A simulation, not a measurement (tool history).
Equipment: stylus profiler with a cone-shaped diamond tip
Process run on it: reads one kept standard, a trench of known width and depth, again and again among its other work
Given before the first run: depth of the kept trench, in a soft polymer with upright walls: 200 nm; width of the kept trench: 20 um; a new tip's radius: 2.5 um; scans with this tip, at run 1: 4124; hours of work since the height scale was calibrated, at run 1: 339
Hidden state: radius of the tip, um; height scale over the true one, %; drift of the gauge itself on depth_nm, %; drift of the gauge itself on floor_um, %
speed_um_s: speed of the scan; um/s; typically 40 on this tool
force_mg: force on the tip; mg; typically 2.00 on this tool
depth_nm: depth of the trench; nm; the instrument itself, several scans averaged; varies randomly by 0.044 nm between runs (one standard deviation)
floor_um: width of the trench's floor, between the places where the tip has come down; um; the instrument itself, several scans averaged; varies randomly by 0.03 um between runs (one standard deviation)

| run | hour | speed_um_s | force_mg | scans with this tip | hours of work since the height scale was calibrated | depth_nm | floor_um |
|---|---|---|---|---|---|---|---|
| 1 | 0.0 | 40 | 2.00 | 4124 | 339 | 202.79 | 17.81 |
| 2 | 31.0 | 40 | 2.00 | 4317 | 355 | 202.76 | 17.82 |
| 3 | 51.8 | 29 | 2.00 | 4446 | 366 | 202.73 | 17.84 |
| 4 | 85.9 | 29 | 2.00 | 4658 | 383 | 202.80 | 17.85 |
| 5 | 117.8 | 40 | 2.00 | 4857 | 400 | 202.69 | 17.84 |
| 6 | 146.5 | 40 | 2.00 | 5035 | 414 | 202.65 | 17.84 |
| 7 | 167.3 | 40 | 2.87 | 5165 | 425 | 203.48 | 17.90 |
| 8 | 187.6 | 40 | 2.00 | 5291 | 435 | 202.66 | 17.81 |
| 9 | 217.1 | 40 | 2.00 | 5475 | 450 | 202.69 | 17.78 |
| 10 | 239.0 | 40 | 2.00 | 5611 | 462 | 202.66 | 17.81 |
| 11 | 260.9 | 13 | 2.00 | 5747 | 473 | 202.59 | 17.85 |
| 12 | 277.1 | 13 | 2.00 | 5848 | 481 | 202.66 | 17.85 |
| 13 | 291.6 | 40 | 2.00 | 5939 | 489 | 202.68 | 17.84 |
| 14 | 317.6 | 40 | 2.00 | 6100 | 502 | 202.67 | 17.76 |
| 15 | 335.6 | 40 | 2.00 | 6212 | 511 | 202.69 | 17.80 |
| 16 | 359.7 | 40 | 2.00 | 6362 | 523 | 202.63 | 17.78 |
| 17 | 393.0 | 40 | 2.00 | 6569 | 540 | 202.66 | 17.82 |
| 18 | 421.3 | 123 | 2.58 | 6745 | 555 | 203.21 | 17.57 |
| 19 | 454.7 | 123 | 2.58 | 6953 | 572 | 203.15 | 17.63 |
| 20 | 481.6 | 53 | 2.69 | 7121 | 586 | 203.33 | 17.78 |
| 21 | 506.1 | 53 | 2.69 | 7273 | 598 | 203.21 | 17.70 |
| 22 | 523.2 | 12 | 2.26 | 7379 | 607 | 202.84 | 17.90 |
| 23 | 552.8 | 12 | 2.26 | 7563 | 622 | 202.87 | 17.86 |
| 24 | 568.1 | 31 | 3.02 | 7659 | 630 | 203.51 | 17.87 |
| 25 | 585.0 | 40 | 4.91 | 7764 | 639 | 204.99 | 17.83 |
| 26 | 606.1 | 90 | 2.71 | 7895 | 650 | 203.28 | 17.67 |
| 27 | 630.0 | 26 | 2.00 | 8044 | 662 | 202.59 | 17.84 |
| 28 | 646.9 | 14 | 1.36 | 8149 | 670 | 201.99 | 17.85 |
| 29 | 675.6 | 28 | 2.00 | 8328 | 685 | 202.63 | 17.75 |
| 30 | 690.3 | 28 | 2.00 | 8419 | 693 | 202.61 | 17.78 |
| 31 | 713.1 | 91 | 5.97 | 8561 | 704 | 205.64 | 17.72 |
| 32 | 735.4 | 158 | 1.35 | 8700 | 716 | 201.97 | 17.27 |

Selected run-to-run steps in depth_nm, each split into two signed amounts: the part the tool would show with no hidden state at all (from settings, incoming material and random variation), and the remainder, which goes to the hidden state together with any gauge scatter not common to the measured and the hidden-state-free results:
Run 1 -> 2: no setting touched and nothing written in the log between the runs. depth_nm -0.03 nm: hidden state -0.01, all else -0.02.
Run 3 -> 4: no setting touched and nothing written in the log between the runs. depth_nm +0.07 nm: hidden state -0.01, all else +0.08.
Run 19 -> 20: speed_um_s 123 -> 53, force_mg 2.58 -> 2.69. depth_nm +0.18 nm: hidden state -0.02, all else +0.20.
Run 25 -> 26: speed_um_s 40 -> 90, force_mg 4.91 -> 2.71. depth_nm -1.71 nm: hidden state +0.00, all else -1.71.
Run 30 -> 31: speed_um_s 28 -> 91, force_mg 2.00 -> 5.97. depth_nm +3.03 nm: hidden state -0.01, all else +3.04.
Run 31 -> 32: speed_um_s 91 -> 158, force_mg 5.97 -> 1.35. depth_nm -3.67 nm: hidden state +0.00, all else -3.67.
